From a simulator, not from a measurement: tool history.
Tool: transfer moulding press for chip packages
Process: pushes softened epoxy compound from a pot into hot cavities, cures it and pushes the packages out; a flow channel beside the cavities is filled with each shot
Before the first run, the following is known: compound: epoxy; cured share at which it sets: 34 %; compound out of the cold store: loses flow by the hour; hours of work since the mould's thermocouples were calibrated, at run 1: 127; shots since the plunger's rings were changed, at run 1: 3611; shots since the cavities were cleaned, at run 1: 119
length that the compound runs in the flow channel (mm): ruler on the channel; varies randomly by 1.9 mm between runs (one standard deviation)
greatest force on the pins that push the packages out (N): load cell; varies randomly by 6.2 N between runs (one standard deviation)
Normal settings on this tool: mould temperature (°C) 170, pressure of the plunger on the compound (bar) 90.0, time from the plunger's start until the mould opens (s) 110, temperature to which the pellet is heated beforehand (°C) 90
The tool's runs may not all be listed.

| run | hour | mould temperature (°C) | pressure of the plunger on the compound (bar) | time from the plunger's start until the mould opens (s) | temperature to which the pellet is heated beforehand (°C) | hours of work since the mould's thermocouples were calibrated | shots since the plunger's rings were changed | shots since the cavities were cleaned | incoming compound's hours out of the cold store | length that the compound runs in the flow channel (mm) | greatest force on the pins that push the packages out (N) |
|---|---|---|---|---|---|---|---|---|---|---|---|
| 1 | 0.0 | 170 | 90.0 | 110 | 90 | 127 | 3611 | 119 | 27.5 | 518 | 460 |
|  | 39.9 | cavities cleaned with cleaning compound and waxed |
| 2 | 87.7 | 170 | 90.0 | 110 | 90 | 168 | 4289 | 376 | 19.3 | 539 | 526 |
|  | 96.7 | cavities cleaned with cleaning compound and waxed |
| 3 | 132.3 | 170 | 90.0 | 110 | 90 | 188 | 4628 | 280 | 29.9 | 500 | 488 |
|  | 151.5 | cavities cleaned with cleaning compound and waxed |
| 4 | 177.1 | 170 | 90.0 | 110 | 90 | 209 | 4968 | 200 | 17.5 | 542 | 471 |
|  | 208.4 | cavities cleaned with cleaning compound and waxed |
| 5 | 236.4 | 170 | 90.0 | 137 | 90 | 236 | 5423 | 220 | 33.2 | 484 | 417 |
|  | 268.1 | cavities cleaned with cleaning compound and waxed |
| 6 | 309.3 | 170 | 90.0 | 137 | 90 | 270 | 5984 | 323 | 42.4 | 451 | 435 |
|  | 323.8 | cavities cleaned with cleaning compound and waxed |
|  | 385.2 | plunger's sealing rings changed |
|  | 386.7 | cavities cleaned with cleaning compound and waxed |
| 7 | 388.4 | 170 | 90.0 | 137 | 90 | 305 | 14 | 14 | 22.5 | 555 | 369 |
| 8 | 430.5 | 170 | 90.0 | 137 | 90 | 325 | 345 | 345 | 25.9 | 544 | 450 |
|  | 444.5 | cavities cleaned with cleaning compound and waxed |
| 9 | 486.0 | 170 | 90.0 | 137 | 86 | 350 | 769 | 326 | 10.9 | 594 | 449 |
|  | 501.5 | cavities cleaned with cleaning compound and waxed |
| 10 | 529.4 | 170 | 90.0 | 137 | 86 | 370 | 1099 | 220 | 16.0 | 576 | 426 |
|  | 557.2 | cavities cleaned with cleaning compound and waxed |
|  | 615.9 | cavities cleaned with cleaning compound and waxed |
| 11 | 616.7 | 170 | 90.0 | 137 | 86 | 410 | 1762 | 7 | 31.7 | 514 | 362 |
| 12 | 662.4 | 170 | 90.0 | 137 | 86 | 432 | 2121 | 366 | 8.9 | 594 | 454 |
|  | 675.6 | cavities cleaned with cleaning compound and waxed |
| 13 | 717.0 | 170 | 90.0 | 137 | 86 | 457 | 2539 | 326 | 39.9 | 480 | 464 |
|  | 732.4 | cavities cleaned with cleaning compound and waxed |
|  | 789.3 | mould's thermocouples calibrated |
|  | 790.8 | cavities cleaned with cleaning compound and waxed |
| 14 | 818.4 | 174 | 90.0 | 110 | 90 | 13 | 3297 | 217 | 10.0 | 571 | 441 |
|  | 848.9 | cavities cleaned with cleaning compound and waxed |
| 15 | 900.8 | 170 | 90.0 | 110 | 95 | 51 | 3933 | 408 | 23.6 | 528 | 527 |
|  | 907.4 | cavities cleaned with cleaning compound and waxed |
| 16 | 957.7 | 162 | 99.4 | 110 | 82 | 78 | 4369 | 396 | 22.5 | 583 | 894 |
|  | 967.7 | cavities cleaned with cleaning compound and waxed |
| 17 | 1014.5 | 173 | 72.0 | 135 | 93 | 104 | 4804 | 369 | 20.3 | 469 | 442 |
|  | 1024.8 | cavities cleaned with cleaning compound and waxed |
| 18 | 1077.0 | 173 | 72.0 | 135 | 93 | 133 | 5284 | 411 | 23.8 | 458 | 443 |
|  | 1083.5 | cavities cleaned with cleaning compound and waxed |
|  | 1143.8 | cavities cleaned with cleaning compound and waxed |
| 19 | 1170.8 | 170 | 90.0 | 124 | 90 | 176 | 5997 | 212 | 18.1 | 533 | 450 |
|  | 1207.0 | cavities cleaned with cleaning compound and waxed |
|  | 1248.2 | plunger's sealing rings changed |
|  | 1265.2 | cavities cleaned with cleaning compound and waxed |
| 20 | 1269.8 | 164 | 90.0 | 110 | 90 | 220 | 159 | 36 | 25.3 | 561 | 621 |
|  | 1321.0 | cavities cleaned with cleaning compound and waxed |
| 21 | 1321.0 | 170 | 90.0 | 110 | 93 | 244 | 549 | 0 | 21.6 | 555 | 421 |
|  | 1376.8 | cavities cleaned with cleaning compound and waxed |
| 22 | 1384.7 | 170 | 75.6 | 145 | 93 | 273 | 1039 | 62 | 17.5 | 518 | 377 |
|  | 1432.1 | cavities cleaned with cleaning compound and waxed |
| 23 | 1449.8 | 170 | 90.0 | 137 | 90 | 303 | 1539 | 139 | 32.3 | 512 | 409 |
|  | 1487.5 | cavities cleaned with cleaning compound and waxed |
| 24 | 1508.3 | 169 | 90.0 | 110 | 87 | 330 | 1987 | 163 | 15.5 | 574 | 511 |
|  | 1544.6 | cavities cleaned with cleaning compound and waxed |
|  | 1600.3 | cavities cleaned with cleaning compound and waxed |
| 25 | 1603.9 | 176 | 90.0 | 98 | 90 | 374 | 2715 | 28 | 38.1 | 474 | 385 |
|  | 1658.5 | cavities cleaned with cleaning compound and waxed |
| 26 | 1663.1 | 176 | 90.0 | 98 | 90 | 402 | 3169 | 36 | 11.1 | 560 | 396 |

Here are 4 independent what-if runs from the current tool condition. What would each one return?
|  | 1714.6 | cavities cleaned with cleaning compound and waxed |
| A | 1714.6 | 175 | 90.0 | 110 | 90 | 425 | 3562 | 0 | 16.5 | ? | ? |
|  | 1714.6 | cavities cleaned with cleaning compound and waxed |
| B | 1714.6 | 176 | 90.0 | 98 | 99 | 425 | 3562 | 0 | 15.4 | ? | ? |
|  | 1714.6 | cavities cleaned with cleaning compound and waxed |
| C | 1714.6 | 176 | 76.7 | 116 | 99 | 425 | 3562 | 0 | 40.0 | ? | ? |
|  | 1714.6 | cavities cleaned with cleaning compound and waxed |
| D | 1714.6 | 171 | 68.8 | 98 | 91 | 425 | 3562 | 0 | 14.5 | ? | ? |

| run | length that the compound runs in the flow channel (mm) | greatest force on the pins that push the packages out (N) |
|---|---|---|
| A | 542 | 365 |
| B | 540 | 392 |
| C | 425 | 349 |
| D | 491 | 455 |
Had the tool no hidden state, the same runs would have come out as:
| run | length that the compound runs in the flow channel (mm) | greatest force on the pins that push the packages out (N) |
|---|---|---|
| A | 566 | 365 |
| B | 564 | 394 |
| C | 443 | 346 |
| D | 512 | 467 |
